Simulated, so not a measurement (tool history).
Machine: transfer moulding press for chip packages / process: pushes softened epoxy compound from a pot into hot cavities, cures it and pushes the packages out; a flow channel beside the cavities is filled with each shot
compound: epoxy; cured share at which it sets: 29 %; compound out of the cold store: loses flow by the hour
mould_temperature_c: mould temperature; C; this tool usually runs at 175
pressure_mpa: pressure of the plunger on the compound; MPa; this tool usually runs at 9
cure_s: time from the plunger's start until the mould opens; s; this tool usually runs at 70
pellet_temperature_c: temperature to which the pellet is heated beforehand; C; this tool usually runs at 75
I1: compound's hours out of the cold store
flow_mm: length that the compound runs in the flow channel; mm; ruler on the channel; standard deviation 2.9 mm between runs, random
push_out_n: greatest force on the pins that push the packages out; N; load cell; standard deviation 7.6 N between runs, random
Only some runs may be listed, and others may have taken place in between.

Run 1, hour 0: usual settings; I1 39.5. Result: flow_mm 818 mm, push_out_n 488 N.
Run 2, hour 6.9: usual settings; I1 8.5. Result: flow_mm 953 mm, push_out_n 522 N.
At hour 11.4: cavities cleaned with cleaning compound and waxed.
Run 3, hour 16.4: usual settings; I1 40.8. Result: flow_mm 814 mm, push_out_n 332 N.
Run 4, hour 23.3: usual settings but mould_temperature_c 168 C; I1 22.9. Result: flow_mm 899 mm, push_out_n 617 N.
Run 5, hour 30.8: usual settings but pressure_mpa 8.97 MPa; I1 43.9. Result: flow_mm 804 mm, push_out_n 385 N.
Run 6, hour 39.8: usual settings but pressure_mpa 7.16 MPa; I1 21.4. Result: flow_mm 798 mm, push_out_n 443 N.
Run 7, hour 48.1: usual settings but pressure_mpa 7.16 MPa; I1 33.5. Result: flow_mm 750 mm, push_out_n 465 N.
Run 8, hour 53.8: usual settings but pressure_mpa 7.16 MPa; I1 33.2. Result: flow_mm 751 mm, push_out_n 450 N.
Run 9, hour 59.4: usual settings but mould_temperature_c 168 C, pressure_mpa 7.16 MPa; I1 32.5. Result: flow_mm 760 mm, push_out_n 753 N.
At hour 62.5: cavities cleaned with cleaning compound and waxed.
Run 10, hour 68.5: usual settings but mould_temperature_c 168 C, pressure_mpa 7.16 MPa; I1 34.9. Result: flow_mm 757 mm, push_out_n 546 N.
Run 11, hour 74.1: usual settings but mould_temperature_c 171 C, cure_s 58 s; I1 23.9. Result: flow_mm 883 mm, push_out_n 777 N.
Run 12, hour 82.3: usual settings but cure_s 108 s, pellet_temperature_c 83 C; I1 22.1. Result: flow_mm 884 mm, push_out_n 310 N.
At hour 85: mould's thermocouples calibrated.
Run 13, hour 88.4: usual settings but cure_s 108 s, pellet_temperature_c 83 C; I1 27. Result: flow_mm 865 mm, push_out_n 316 N.
Run 14, hour 97.6: usual settings but mould_temperature_c 177 C, pressure_mpa 8.34 MPa, cure_s 62 s, pellet_temperature_c 66 C; I1 31.9. Result: flow_mm 802 mm, push_out_n 515 N.
Run 15, hour 103: usual settings but mould_temperature_c 177 C, pressure_mpa 8.34 MPa, cure_s 62 s, pellet_temperature_c 66 C; I1 33.4. Result: flow_mm 796 mm, push_out_n 534 N.
Run 16, hour 107.1: usual settings but mould_temperature_c 179 C, pressure_mpa 8.34 MPa, cure_s 62 s, pellet_temperature_c 66 C; I1 27.8. Result: flow_mm 811 mm, push_out_n 495 N.
At hour 113.5: mould's thermocouples calibrated, once more.
At hour 117.3: cavities cleaned with cleaning compound and waxed.
Run 17, hour 120.1: usual settings but mould_temperature_c 179 C, pressure_mpa 8.34 MPa, cure_s 62 s, pellet_temperature_c 66 C; I1 41.7. Result: flow_mm 765 mm, push_out_n 355 N.

3 options for the next run, each taken on its own from the tool as it stands now. Forecast them:
Run A, hour 127: usual settings but mould_temperature_c 181 C, cure_s 106 s, pellet_temperature_c 65 C; I1 15. Result: flow_mm ?, push_out_n ?.
Run B, hour 127: usual settings but mould_temperature_c 177 C, pressure_mpa 8.34 MPa, cure_s 65 s, pellet_temperature_c 70 C; I1 29.1. Result: flow_mm ?, push_out_n ?.
Run C, hour 127: usual settings but mould_temperature_c 179 C, pressure_mpa 6.83 MPa, cure_s 83 s, pellet_temperature_c 83 C; I1 19.8. Result: flow_mm ?, push_out_n ?.

run  flow_mm  push_out_n
  A      899         273
  B      807         398
  C      764         279
Stripped of hidden state, with their random variation kept, the same runs would have yielded:
run  flow_mm  push_out_n
  A      920         237
  B      826         343
  C      782         242
